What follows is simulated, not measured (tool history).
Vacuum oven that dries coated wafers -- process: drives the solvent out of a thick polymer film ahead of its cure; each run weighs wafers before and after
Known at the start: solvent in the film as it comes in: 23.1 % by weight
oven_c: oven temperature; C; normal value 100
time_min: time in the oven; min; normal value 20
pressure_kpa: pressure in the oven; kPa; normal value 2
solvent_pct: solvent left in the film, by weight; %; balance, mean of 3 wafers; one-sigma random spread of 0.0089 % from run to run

run 1 hour=0 | oven_c=100 time_min=20 pressure_kpa=2 | solvent_pct=1.547
run 2 hour=13.2 | oven_c=100 time_min=20 pressure_kpa=2 | solvent_pct=1.552
run 3 hour=36 | oven_c=100 time_min=20 pressure_kpa=2 | solvent_pct=1.558
run 4 hour=51.5 | oven_c=100 time_min=12 pressure_kpa=2 | solvent_pct=3.629
run 5 hour=64.7 | oven_c=100 time_min=34 pressure_kpa=2 | solvent_pct=0.794
run 6 hour=88.8 | oven_c=100 time_min=20 pressure_kpa=2 | solvent_pct=1.562
run 7 hour=99.7 | oven_c=100 time_min=20 pressure_kpa=2 | solvent_pct=1.569
run 8 hour=112.3 | oven_c=100 time_min=20 pressure_kpa=2 | solvent_pct=1.556
run 9 hour=122.4 | oven_c=100 time_min=20 pressure_kpa=2 | solvent_pct=1.561
-- hour=131.7 oven's thermocouples calibrated
run 10 hour=143.7 | oven_c=100 time_min=20 pressure_kpa=2 | solvent_pct=1.572
run 11 hour=167.2 | oven_c=100 time_min=20 pressure_kpa=2 | solvent_pct=1.577
run 12 hour=182.6 | oven_c=100 time_min=20 pressure_kpa=2 | solvent_pct=1.564
run 13 hour=199.5 | oven_c=100 time_min=26 pressure_kpa=2 | solvent_pct=1.053
run 14 hour=211.2 | oven_c=100 time_min=26 pressure_kpa=2 | solvent_pct=1.037
run 15 hour=221.2 | oven_c=100 time_min=26 pressure_kpa=2 | solvent_pct=1.038
run 16 hour=232.7 | oven_c=100 time_min=26 pressure_kpa=2 | solvent_pct=1.031
run 17 hour=248.4 | oven_c=100 time_min=18 pressure_kpa=2 | solvent_pct=1.894
run 18 hour=262.3 | oven_c=100 time_min=18 pressure_kpa=2 | solvent_pct=1.896
run 19 hour=283.8 | oven_c=100 time_min=18 pressure_kpa=2 | solvent_pct=1.89
run 20 hour=293.5 | oven_c=106 time_min=18 pressure_kpa=5.73 | solvent_pct=1.873
run 21 hour=316.5 | oven_c=106 time_min=18 pressure_kpa=5.73 | solvent_pct=1.874
run 22 hour=332.7 | oven_c=89 time_min=12 pressure_kpa=2 | solvent_pct=8.878

5 options for the next run, each taken on its own from the tool as it stands now. Forecast them:
run A hour=346.4 | oven_c=100 time_min=13 pressure_kpa=2 | solvent_pct=?
run B hour=346.4 | oven_c=99 time_min=20 pressure_kpa=2 | solvent_pct=?
run C hour=346.4 | oven_c=110 time_min=20 pressure_kpa=6 | solvent_pct=?
run D hour=346.4 | oven_c=96 time_min=22 pressure_kpa=4.21 | solvent_pct=?
run E hour=346.4 | oven_c=108 time_min=12 pressure_kpa=5.56 | solvent_pct=?

run=A solvent_pct=3.202
run=B solvent_pct=1.802
run=C solvent_pct=1.493
run=D solvent_pct=3.083
run=E solvent_pct=2.216
Take away the tool's hidden state, keep each run's random variation, and the runs would have read:
run=A solvent_pct=3.204
run=B solvent_pct=1.803
run=C solvent_pct=1.492
run=D solvent_pct=3.083
run=E solvent_pct=2.216
